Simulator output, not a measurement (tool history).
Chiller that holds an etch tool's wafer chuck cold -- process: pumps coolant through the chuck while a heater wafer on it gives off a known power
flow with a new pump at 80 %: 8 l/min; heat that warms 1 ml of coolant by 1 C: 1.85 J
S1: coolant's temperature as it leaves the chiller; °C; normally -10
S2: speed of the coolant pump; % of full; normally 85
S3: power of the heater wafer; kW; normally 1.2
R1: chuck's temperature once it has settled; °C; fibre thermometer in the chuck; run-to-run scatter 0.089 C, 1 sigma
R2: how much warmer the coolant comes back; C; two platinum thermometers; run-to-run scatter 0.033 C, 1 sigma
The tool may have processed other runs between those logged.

run   hour   S1  S2     S3     R1    R2
  1      0  -10  85    1.2  -1.66  4.71
  2   29.2  -10  85    1.2  -1.57  4.72
  3     57  -10  85    1.2  -1.47  4.76
  4   73.8  -10  85    1.2  -1.55  4.77
  5   97.8  -10  85    1.2  -1.59  4.69
  6  122.3  -16  85    1.2  -7.65  4.76
  7  139.8  -10  85    1.2  -1.52  4.76
  8  165.3  -10  85    1.2  -1.58   4.7
  9  182.7  -10  85    1.2  -1.46  4.69
 10  211.2  -10  85  0.973  -3.18  3.86
 11  228.5  -10  85  1.718   2.12  6.79
 12  249.2  -10  85  1.718   2.03  6.78
 13  284.5  -10  66  1.718   4.89  8.79
 14  319.7  -10  85    1.2  -1.67  4.75
 15  353.1   -3  85    1.2   5.45  4.79
 16  377.1   -3  85    1.2   5.53  4.72
 17  395.6  -10  85  0.979  -3.23  3.88
 18  432.6  -10  85  0.979   -3.1  3.87
 19  455.1  -10  85  0.979   -3.1  3.87
 20  491.9  -14  71   1.09  -5.18  5.18
       506  -- chiller's thermometer calibrated
 21    529  -14  71   1.09  -4.97  5.21
 22  555.8  -14  71   1.09  -5.04  5.19
 23  574.6  -13  71   1.09  -4.05  5.18
 24  594.4   -8  71  0.667   -2.4  3.18
 25  614.8  -12  85    1.2  -3.38  4.74
 26  638.6  -12  85    1.2  -3.38  4.77
 27  676.2   -8  91  0.817  -2.32  3.06
 28  702.3  -10  85  1.312  -0.42  5.23
 29  722.6  -11  90  1.727   0.93  6.51
 30    755  -12  64  0.626  -6.54  3.38
 31  793.6   -5  73  1.381   6.22  6.41

Forecast each of these 4 alternatives for the next run:
  A  831.5    0  66  1.694   ?   ?
  B  831.5   -7  85    1.2   ?   ?
  C  831.5  -10  83  0.681   ?   ?
  D  831.5  -10  91    1.2   ?   ?

run     R1    R2
  A  15.07  8.62
  B   1.64  4.83
  C  -4.95   2.8
  D  -1.74  4.53
With the hidden condition removed and each run's random variation left untouched, the same runs would have given:
run     R1    R2
  A  13.77  8.24
  B   0.87  4.62
  C   -5.4  2.68
  D  -2.47  4.34
